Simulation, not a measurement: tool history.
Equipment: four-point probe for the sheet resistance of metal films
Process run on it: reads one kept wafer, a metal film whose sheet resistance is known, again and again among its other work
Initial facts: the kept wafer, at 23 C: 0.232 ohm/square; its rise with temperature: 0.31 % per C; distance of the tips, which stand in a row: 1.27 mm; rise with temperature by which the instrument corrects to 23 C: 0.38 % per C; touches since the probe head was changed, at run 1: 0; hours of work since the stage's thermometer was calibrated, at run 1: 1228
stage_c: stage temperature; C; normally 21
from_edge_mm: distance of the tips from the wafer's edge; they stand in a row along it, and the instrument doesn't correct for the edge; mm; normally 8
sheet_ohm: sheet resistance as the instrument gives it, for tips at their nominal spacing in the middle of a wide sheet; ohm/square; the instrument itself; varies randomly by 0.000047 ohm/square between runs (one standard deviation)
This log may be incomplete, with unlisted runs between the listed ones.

| run | day | stage_c | from_edge_mm | touches since the probe head was changed | hours of work since the stage's thermometer was calibrated | sheet_ohm |
|---|---|---|---|---|---|---|
| 1 | 0.000 | 21 | 8 | 0 | 1228 | 0.235669 |
| 2 | 4.771 | 21 | 8 | 6557 | 1303 | 0.235389 |
| 3 | 7.212 | 21 | 8 | 9909 | 1341 | 0.235297 |
| 4 | 12.721 | 21 | 8 | 17473 | 1428 | 0.234939 |
|  | 14.692 | stage's thermometer calibrated |
| 5 | 17.112 | 24 | 8 | 23481 | 38 | 0.234114 |
| 6 | 21.758 | 21 | 8 | 29863 | 111 | 0.234305 |
| 7 | 25.375 | 21 | 8 | 34831 | 168 | 0.234089 |
| 8 | 29.767 | 21 | 5 | 40862 | 237 | 0.238411 |
| 9 | 34.975 | 21 | 5 | 48016 | 319 | 0.238053 |
| 10 | 38.554 | 21 | 8 | 52938 | 375 | 0.233260 |
|  | 38.892 | stage's thermometer calibrated, once more |
| 11 | 44.412 | 34 | 8 | 60957 | 87 | 0.231175 |
| 12 | 47.217 | 34 | 8 | 64807 | 131 | 0.231067 |
|  | 50.146 | new probe head fitted |
| 13 | 52.517 | 34 | 8 | 3257 | 214 | 0.233387 |
| 14 | 56.992 | 34 | 8 | 9403 | 284 | 0.233146 |
| 15 | 62.575 | 26 | 13 | 17071 | 372 | 0.232038 |
| 16 | 67.467 | 26 | 13 | 23790 | 449 | 0.231741 |
| 17 | 69.983 | 28 | 62 | 27250 | 489 | 0.230215 |
| 18 | 72.533 | 28 | 62 | 30751 | 529 | 0.230013 |
| 19 | 78.062 | 22 | 5 | 38348 | 616 | 0.238405 |
| 20 | 83.571 | 22 | 5 | 45915 | 702 | 0.238100 |
| 21 | 87.854 | 22 | 5 | 51800 | 770 | 0.237745 |
| 22 | 92.438 | 22 | 5 | 58095 | 842 | 0.237412 |
| 23 | 98.179 | 22 | 5 | 65986 | 932 | 0.237051 |
|  | 100.617 | new probe head fitted |
| 24 | 103.962 | 31 | 6 | 4594 | 1023 | 0.234891 |
| 25 | 107.588 | 26 | 8 | 9576 | 1080 | 0.233128 |
| 26 | 113.075 | 26 | 8 | 17112 | 1166 | 0.232707 |
| 27 | 117.733 | 26 | 8 | 23515 | 1239 | 0.232541 |

What if the next run were any one of these 3? Each begins from the tool's condition after run 27:
| A | 121.275 | 20 | 8 | 28376 | 1295 | ? |
| B | 121.275 | 34 | 8 | 28376 | 1295 | ? |
| C | 121.275 | 20 | 14 | 28376 | 1295 | ? |

| run | sheet_ohm |
|---|---|
| A | 0.233340 |
| B | 0.231152 |
| C | 0.231247 |
Stripped of hidden state, with their random variation kept, the same runs would have yielded:
| run | sheet_ohm |
|---|---|
| A | 0.235633 |
| B | 0.233418 |
| C | 0.233522 |

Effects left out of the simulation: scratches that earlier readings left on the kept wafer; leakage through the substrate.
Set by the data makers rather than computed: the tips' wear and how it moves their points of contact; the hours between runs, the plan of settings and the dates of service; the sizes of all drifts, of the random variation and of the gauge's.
